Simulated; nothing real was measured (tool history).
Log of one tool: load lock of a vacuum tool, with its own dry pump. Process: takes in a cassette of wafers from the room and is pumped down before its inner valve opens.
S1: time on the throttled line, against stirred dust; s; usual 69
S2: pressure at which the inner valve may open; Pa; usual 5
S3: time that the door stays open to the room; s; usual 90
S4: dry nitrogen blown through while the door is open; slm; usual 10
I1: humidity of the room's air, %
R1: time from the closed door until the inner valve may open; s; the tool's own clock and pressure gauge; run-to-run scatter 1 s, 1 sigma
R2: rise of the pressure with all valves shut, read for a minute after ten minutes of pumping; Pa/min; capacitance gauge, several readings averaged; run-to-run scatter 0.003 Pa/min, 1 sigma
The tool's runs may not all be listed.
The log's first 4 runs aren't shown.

run	day	S1	S2	S3	S4	I1	R1	R2
5	56.067	69	5	90	10	43.3	158.6	0.021
6	63.5	69	5	90	10	43.5	158.7	0.023
7	73.846	69	5	90	10	44.2	159.7	0.024
8	84.267	69	5	90	10	45.3	160.7	0.023
9	97.146	69	5	90	30	43	159.1	0.011
10	108	69	5	90	30	43.4	159.1	0.013
# day 119.375: dry pump taken out, an overhauled one fitted
11	122.429	69	5	90	10	41.2	158.3	0.025
12	129.3	69	5	90	10	44.4	158.3	0.022
13	137.554	69	5	90	5	43	160.7	0.027
14	154.308	69	5	90	5	44.6	159	0.025
15	171.025	69	5	90	10	45.8	158	0.024
16	182.621	69	5	90	10	43.7	161.3	0.019
17	190.6	69	5	90	10	45.4	160.1	0.024
18	204.558	69	5	90	10	43.7	160.7	0.023
19	220.6	68	7	90	10	45.7	155.5	0.024
20	235.6	56	7	41	13	44.7	146.7	0.015
21	243.917	121	5	161	5	42.2	200.1	0.038
22	254.767	121	5	161	5	47.6	200.4	0.043
23	266.071	121	5	161	5	44.3	197.4	0.039
24	274.654	63	7	122	10	48.3	150.9	0.027
25	289.167	51	6	34	10	44	144.3	0.018
26	297.375	110	5	126	10	43.3	192.1	0.028
27	313.067	61	5	90	5	45.6	154	0.027
28	327.012	88	5	90	10	45	174.6	0.024
29	343.354	35	10	31	7	46.8	125.5	0.015

Expected results for the next run?
30	358.362	35	10	31	7	45.8	?	?

Logged for run 30: R1 125.6 s, R2 0.017 Pa/min.
Minus the tool's unlogged condition, the same run would have read R1 125.5 s, R2 0.016 Pa/min.
